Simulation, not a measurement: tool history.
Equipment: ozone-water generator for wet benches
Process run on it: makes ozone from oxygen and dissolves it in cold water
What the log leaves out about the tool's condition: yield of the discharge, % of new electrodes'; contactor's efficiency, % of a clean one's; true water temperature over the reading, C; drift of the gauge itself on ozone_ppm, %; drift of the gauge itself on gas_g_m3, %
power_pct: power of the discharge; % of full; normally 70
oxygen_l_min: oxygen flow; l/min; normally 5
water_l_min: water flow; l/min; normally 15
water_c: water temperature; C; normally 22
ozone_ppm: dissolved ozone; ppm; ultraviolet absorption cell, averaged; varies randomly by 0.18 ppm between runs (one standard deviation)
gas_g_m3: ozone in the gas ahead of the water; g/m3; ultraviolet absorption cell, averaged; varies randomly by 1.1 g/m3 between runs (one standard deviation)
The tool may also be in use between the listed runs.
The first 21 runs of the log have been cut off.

| run | day | power_pct | oxygen_l_min | water_l_min | water_c | hours of work since the electrodes were changed | hours of work since the contactor was cleaned | hours of work since the thermometer was calibrated | ozone_ppm | gas_g_m3 |
|---|---|---|---|---|---|---|---|---|---|---|
| 22 | 25.729 | 98 | 4.13 | 14 | 20 | 1812 | 6315 | 1045 | 33.5 | 264.8 |
| 23 | 26.533 | 70 | 5.13 | 11 | 24 | 1829 | 6332 | 1062 | 29.7 | 198 |
| 24 | 28.333 | 70 | 5.13 | 11 | 24 | 1867 | 6370 | 1100 | 29.5 | 195.5 |
| 25 | 29.983 | 86 | 5.13 | 11 | 18 | 1902 | 6405 | 1135 | 36.9 | 223.5 |
| 26 | 31.067 | 86 | 5.13 | 11 | 25 | 1925 | 6428 | 1158 | 32.6 | 222.3 |
| 27 | 32.217 | 86 | 5.13 | 11 | 25 | 1949 | 6452 | 1182 | 32.6 | 222.8 |
| 28 | 33.854 | 47 | 3.55 | 15 | 22 | 1984 | 6487 | 1216 | 20.2 | 184.6 |
| 29 | 35.342 | 70 | 5 | 9 | 21 | 2015 | 6519 | 1248 | 34.6 | 199.2 |
| 30 | 36.642 | 49 | 5 | 15 | 21 | 2042 | 6546 | 1275 | 21.4 | 162.4 |
| 31 | 38.238 | 88 | 5 | 23 | 21 | 2076 | 6580 | 1309 | 22.2 | 228.1 |
| 32 | 39.092 | 70 | 8.14 | 15 | 18 | 2094 | 6598 | 1327 | 27.3 | 159.1 |

What if the next run were any one of these 5? Each begins from the tool's condition after run 32:
| A | 39.938 | 54 | 5 | 15 | 22 | 2112 | 6616 | 1345 | ? | ? |
| B | 39.938 | 70 | 3.67 | 13 | 16 | 2112 | 6616 | 1345 | ? | ? |
| C | 39.938 | 70 | 5 | 16 | 15 | 2112 | 6616 | 1345 | ? | ? |
| D | 39.938 | 62 | 8.14 | 15 | 18 | 2112 | 6616 | 1345 | ? | ? |
| E | 39.938 | 100 | 8.65 | 19 | 18 | 2112 | 6616 | 1345 | ? | ? |

| run | ozone_ppm | gas_g_m3 |
|---|---|---|
| A | 21.9 | 173.6 |
| B | 30.8 | 228.5 |
| C | 27.3 | 199.9 |
| D | 25.5 | 151.2 |
| E | 29.1 | 191.7 |
Without the tool's unlogged condition, the same runs would have read:
| run | ozone_ppm | gas_g_m3 |
|---|---|---|
| A | 21.9 | 169.4 |
| B | 30.9 | 222.9 |
| C | 27.3 | 195 |
| D | 25.5 | 147.5 |
| E | 29.2 | 187.1 |

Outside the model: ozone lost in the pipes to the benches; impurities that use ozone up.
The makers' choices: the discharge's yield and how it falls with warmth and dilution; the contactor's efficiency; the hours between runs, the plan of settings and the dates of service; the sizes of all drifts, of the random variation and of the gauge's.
